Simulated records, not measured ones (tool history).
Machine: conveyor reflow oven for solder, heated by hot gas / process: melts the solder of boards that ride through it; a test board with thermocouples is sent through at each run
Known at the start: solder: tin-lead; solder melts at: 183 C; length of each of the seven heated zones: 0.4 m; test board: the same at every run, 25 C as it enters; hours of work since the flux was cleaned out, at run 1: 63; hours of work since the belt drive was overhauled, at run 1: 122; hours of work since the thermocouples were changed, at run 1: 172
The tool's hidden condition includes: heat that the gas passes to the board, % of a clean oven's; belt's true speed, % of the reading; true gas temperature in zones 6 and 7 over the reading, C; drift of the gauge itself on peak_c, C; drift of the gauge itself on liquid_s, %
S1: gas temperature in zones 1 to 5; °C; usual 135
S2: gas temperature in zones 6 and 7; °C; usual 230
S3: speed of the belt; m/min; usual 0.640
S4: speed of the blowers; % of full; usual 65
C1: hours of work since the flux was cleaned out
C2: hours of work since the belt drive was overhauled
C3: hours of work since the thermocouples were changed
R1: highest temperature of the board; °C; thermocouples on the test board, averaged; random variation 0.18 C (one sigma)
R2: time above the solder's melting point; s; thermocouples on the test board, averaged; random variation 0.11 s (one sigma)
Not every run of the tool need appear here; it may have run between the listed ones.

{"run": 1, "hour": 0.0, "S1": 135, "S2": 230, "S3": 0.64, "S4": 65, "C1": 63, "C2": 122, "C3": 172, "R1": 211.1, "R2": 50.0}
{"run": 2, "hour": 6.7, "S1": 135, "S2": 230, "S3": 0.64, "S4": 65, "C1": 67, "C2": 126, "C3": 177, "R1": 211.2, "R2": 49.6}
{"run": 3, "hour": 12.4, "S1": 135, "S2": 236, "S3": 0.64, "S4": 65, "C1": 71, "C2": 130, "C3": 181, "R1": 215.9, "R2": 54.0}
{"run": 4, "hour": 21.0, "S1": 135, "S2": 236, "S3": 0.64, "S4": 65, "C1": 77, "C2": 136, "C3": 187, "R1": 216.1, "R2": 54.0}
{"run": 5, "hour": 25.9, "S1": 135, "S2": 236, "S3": 0.64, "S4": 65, "C1": 81, "C2": 140, "C3": 190, "R1": 216.0, "R2": 53.9}
{"run": 6, "hour": 31.9, "S1": 135, "S2": 236, "S3": 0.64, "S4": 65, "C1": 85, "C2": 144, "C3": 194, "R1": 216.1, "R2": 53.7}
{"run": 7, "hour": 39.0, "S1": 135, "S2": 236, "S3": 0.64, "S4": 65, "C1": 90, "C2": 149, "C3": 199, "R1": 215.6, "R2": 53.8}
{"run": 8, "hour": 44.5, "S1": 135, "S2": 236, "S3": 0.64, "S4": 65, "C1": 94, "C2": 153, "C3": 203, "R1": 216.1, "R2": 53.7}
{"run": 9, "hour": 49.8, "S1": 135, "S2": 230, "S3": 0.64, "S4": 65, "C1": 98, "C2": 157, "C3": 207, "R1": 210.7, "R2": 49.5}
{"run": 10, "hour": 56.4, "S1": 135, "S2": 224, "S3": 0.64, "S4": 65, "C1": 102, "C2": 161, "C3": 211, "R1": 205.7, "R2": 44.6}
{"run": 11, "hour": 65.6, "S1": 135, "S2": 224, "S3": 0.64, "S4": 65, "C1": 109, "C2": 167, "C3": 218, "R1": 205.7, "R2": 44.3}
{"run": 12, "hour": 69.9, "S1": 135, "S2": 224, "S3": 0.64, "S4": 65, "C1": 112, "C2": 171, "C3": 221, "R1": 205.3, "R2": 44.4}
{"run": 13, "hour": 74.2, "S1": 135, "S2": 224, "S3": 0.64, "S4": 65, "C1": 114, "C2": 173, "C3": 224, "R1": 205.4, "R2": 44.4}
{"run": 14, "hour": 79.1, "S1": 135, "S2": 230, "S3": 0.64, "S4": 78, "C1": 118, "C2": 177, "C3": 227, "R1": 214.7, "R2": 53.8}
{"run": 15, "hour": 87.0, "S1": 148, "S2": 218, "S3": 0.643, "S4": 51, "C1": 123, "C2": 182, "C3": 233, "R1": 198.5, "R2": 38.1}
{"run": 16, "hour": 96.4, "S1": 132, "S2": 239, "S3": 0.64, "S4": 65, "C1": 130, "C2": 189, "C3": 239, "R1": 217.6, "R2": 54.4}
{"run": 17, "hour": 101.7, "S1": 132, "S2": 239, "S3": 0.64, "S4": 65, "C1": 134, "C2": 193, "C3": 243, "R1": 217.2, "R2": 53.9}
{"run": 18, "hour": 106.9, "S1": 142, "S2": 225, "S3": 0.518, "S4": 59, "C1": 137, "C2": 196, "C3": 247, "R1": 211.6, "R2": 66.9}
{"run": 19, "hour": 113.2, "S1": 142, "S2": 236, "S3": 0.518, "S4": 90, "C1": 142, "C2": 201, "C3": 251, "R1": 228.1, "R2": 81.6}
{"run": 20, "hour": 122.6, "S1": 142, "S2": 236, "S3": 0.518, "S4": 90, "C1": 148, "C2": 207, "C3": 257, "R1": 227.9, "R2": 81.4}
{"run": 21, "hour": 128.4, "S1": 142, "S2": 236, "S3": 0.518, "S4": 90, "C1": 152, "C2": 211, "C3": 261, "R1": 227.9, "R2": 81.7}
{"run": 22, "hour": 134.7, "S1": 126, "S2": 239, "S3": 0.768, "S4": 66, "C1": 157, "C2": 216, "C3": 266, "R1": 209.3, "R2": 36.1}
{"run": 23, "hour": 140.1, "S1": 126, "S2": 240, "S3": 0.751, "S4": 66, "C1": 160, "C2": 219, "C3": 270, "R1": 210.6, "R2": 38.4}
{"run": 24, "hour": 148.6, "S1": 126, "S2": 235, "S3": 0.748, "S4": 65, "C1": 166, "C2": 225, "C3": 276, "R1": 206.5, "R2": 34.7}
{"hour": 155.2, "done": "flux residue cleaned out of gas plates and filters"}
{"run": 25, "hour": 163.5, "S1": 126, "S2": 235, "S3": 0.748, "S4": 65, "C1": 6, "C2": 232, "C3": 282, "R1": 207.8, "R2": 36.4}
{"run": 26, "hour": 172.8, "S1": 126, "S2": 235, "S3": 0.748, "S4": 65, "C1": 12, "C2": 239, "C3": 289, "R1": 207.4, "R2": 36.2}
{"run": 27, "hour": 182.7, "S1": 126, "S2": 235, "S3": 0.748, "S4": 65, "C1": 19, "C2": 246, "C3": 296, "R1": 207.5, "R2": 36.2}

Some steps in R1, run to run, broken into two amounts with sign: the step expected even without the hidden condition (settings, incoming material, random variation), and the rest, left for the hidden condition together with whatever gauge scatter is not in both the measured and the hidden-condition-free result:
Run 15 -> 16: S1 148 -> 132, S2 218 -> 239, S3 0.643 -> 0.640, S4 51 -> 65. R1 +19.1 °C: hidden state -0.5, all else +19.6.
Run 21 -> 22: S1 142 -> 126, S2 236 -> 239, S3 0.518 -> 0.768, S4 90 -> 66. R1 -18.6 °C: hidden state -0.4, all else -18.2.
Run 24 -> 25: flux residue cleaned out of gas plates and filters. R1 +1.3 °C: hidden state +1.4, all else -0.1.
